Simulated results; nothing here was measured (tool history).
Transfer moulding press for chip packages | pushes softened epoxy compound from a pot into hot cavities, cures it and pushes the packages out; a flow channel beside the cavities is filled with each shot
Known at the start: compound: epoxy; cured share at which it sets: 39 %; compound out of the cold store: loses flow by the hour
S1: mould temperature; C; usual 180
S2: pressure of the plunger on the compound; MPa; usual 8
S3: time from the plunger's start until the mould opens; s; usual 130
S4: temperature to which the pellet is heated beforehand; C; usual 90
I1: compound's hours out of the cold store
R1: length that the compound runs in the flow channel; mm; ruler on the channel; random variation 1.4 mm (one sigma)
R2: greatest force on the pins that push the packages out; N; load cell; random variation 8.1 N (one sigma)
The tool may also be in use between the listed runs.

{"run": 1, "hour": 0.0, "S1": 180, "S2": 8, "S3": 130, "S4": 90, "I1": 44.7, "R1": 497, "R2": 661}
{"hour": 9.9, "done": "cavities cleaned with cleaning compound and waxed"}
{"run": 2, "hour": 19.4, "S1": 180, "S2": 8, "S3": 130, "S4": 90, "I1": 42.8, "R1": 498, "R2": 423}
{"run": 3, "hour": 35.0, "S1": 180, "S2": 8, "S3": 130, "S4": 90, "I1": 11.6, "R1": 595, "R2": 532}
{"run": 4, "hour": 60.7, "S1": 180, "S2": 8, "S3": 130, "S4": 90, "I1": 16.4, "R1": 577, "R2": 627}
{"run": 5, "hour": 86.9, "S1": 180, "S2": 8, "S3": 130, "S4": 90, "I1": 33.9, "R1": 522, "R2": 653}
{"hour": 110.2, "done": "cavities cleaned with cleaning compound and waxed"}
{"run": 6, "hour": 112.8, "S1": 180, "S2": 8, "S3": 168, "S4": 90, "I1": 10.7, "R1": 594, "R2": 323}
{"run": 7, "hour": 131.7, "S1": 182, "S2": 8, "S3": 130, "S4": 90, "I1": 8.7, "R1": 595, "R2": 496}
{"run": 8, "hour": 146.1, "S1": 182, "S2": 8, "S3": 130, "S4": 90, "I1": 19.2, "R1": 561, "R2": 536}
{"run": 9, "hour": 164.3, "S1": 182, "S2": 8, "S3": 130, "S4": 90, "I1": 35.6, "R1": 512, "R2": 563}
{"run": 10, "hour": 187.3, "S1": 182, "S2": 8, "S3": 130, "S4": 90, "I1": 39.6, "R1": 502, "R2": 604}
{"hour": 209.8, "done": "cavities cleaned with cleaning compound and waxed"}
{"run": 11, "hour": 209.8, "S1": 180, "S2": 8, "S3": 130, "S4": 90, "I1": 47.5, "R1": 481, "R2": 343}
{"run": 12, "hour": 227.5, "S1": 180, "S2": 8, "S3": 130, "S4": 90, "I1": 17.1, "R1": 567, "R2": 495}
{"hour": 231.2, "done": "mould's thermocouples calibrated"}
{"run": 13, "hour": 249.2, "S1": 180, "S2": 8, "S3": 130, "S4": 90, "I1": 12.3, "R1": 584, "R2": 597}
{"run": 14, "hour": 265.4, "S1": 180, "S2": 8, "S3": 130, "S4": 90, "I1": 43.1, "R1": 489, "R2": 589}

Forecast run 15:
{"run": 15, "hour": 287.8, "S1": 188, "S2": 8.87, "S3": 130, "S4": 98, "I1": 17.9, "R1": "?", "R2": "?"}

{"run 15": {"R1": 576, "R2": 529}}
Without the tool's hidden state the same run would have given R1 592 mm, R2 284 N.

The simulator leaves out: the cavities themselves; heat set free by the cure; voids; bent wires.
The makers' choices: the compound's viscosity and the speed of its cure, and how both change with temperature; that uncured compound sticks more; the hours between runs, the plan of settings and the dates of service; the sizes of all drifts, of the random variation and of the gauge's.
